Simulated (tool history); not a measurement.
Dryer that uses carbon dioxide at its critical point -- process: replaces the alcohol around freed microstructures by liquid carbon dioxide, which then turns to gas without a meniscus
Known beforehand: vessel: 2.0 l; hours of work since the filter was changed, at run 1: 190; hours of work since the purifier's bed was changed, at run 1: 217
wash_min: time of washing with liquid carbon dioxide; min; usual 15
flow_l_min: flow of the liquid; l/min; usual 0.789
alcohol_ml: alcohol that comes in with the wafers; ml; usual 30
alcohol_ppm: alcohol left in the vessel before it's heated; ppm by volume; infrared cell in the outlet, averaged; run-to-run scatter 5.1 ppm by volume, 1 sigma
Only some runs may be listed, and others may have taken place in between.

run    day  wash_min  flow_l_min  alcohol_ml  hours of work since the filter was changed  hours of work since the purifier's bed was changed  alcohol_ppm
  1  0.000        15       0.789          30                                         190                                                 217          213
  2  0.342        15       0.789          30                                         195                                                 222          212
  3  0.654        15       0.789          30                                         199                                                 227          224
  4  1.071        15       0.789          30                                         205                                                 233          227
  5  1.429        15       0.789          30                                         211                                                 238          231
  6  1.883        15       0.789          30                                         217                                                 244          223
  7  2.238        19       0.789          34                                         222                                                 250          133
  8  2.546        19       0.789          34                                         227                                                 254          127
  9  2.975        10       0.527          45                                         233                                                 260         2941
     3.200  -- inlet filter changed
 10  3.296        10       0.690         104                                           1                                                 264         2355
 11  3.667        11       0.982          27                                           7                                                 270          197

Selected run-to-run steps in alcohol_ppm, each split into two signed amounts: the part the tool would show with no hidden state at all (from settings, incoming material and random variation), and the remainder, which goes to the hidden state together with any gauge scatter not common to the measured and the hidden-state-free results:
Unlogged tool condition in this case: flow that reaches the vessel past the clogged filter, %; alcohol in the recycled carbon dioxide, ppm; drift of the gauge itself on alcohol_ppm, %.
Run 8 -> 9: wash_min 19 -> 10, flow_l_min 0.789 -> 0.527, alcohol_ml 34 -> 45. alcohol_ppm +2814 ppm by volume: hidden state +903, all else +1911.

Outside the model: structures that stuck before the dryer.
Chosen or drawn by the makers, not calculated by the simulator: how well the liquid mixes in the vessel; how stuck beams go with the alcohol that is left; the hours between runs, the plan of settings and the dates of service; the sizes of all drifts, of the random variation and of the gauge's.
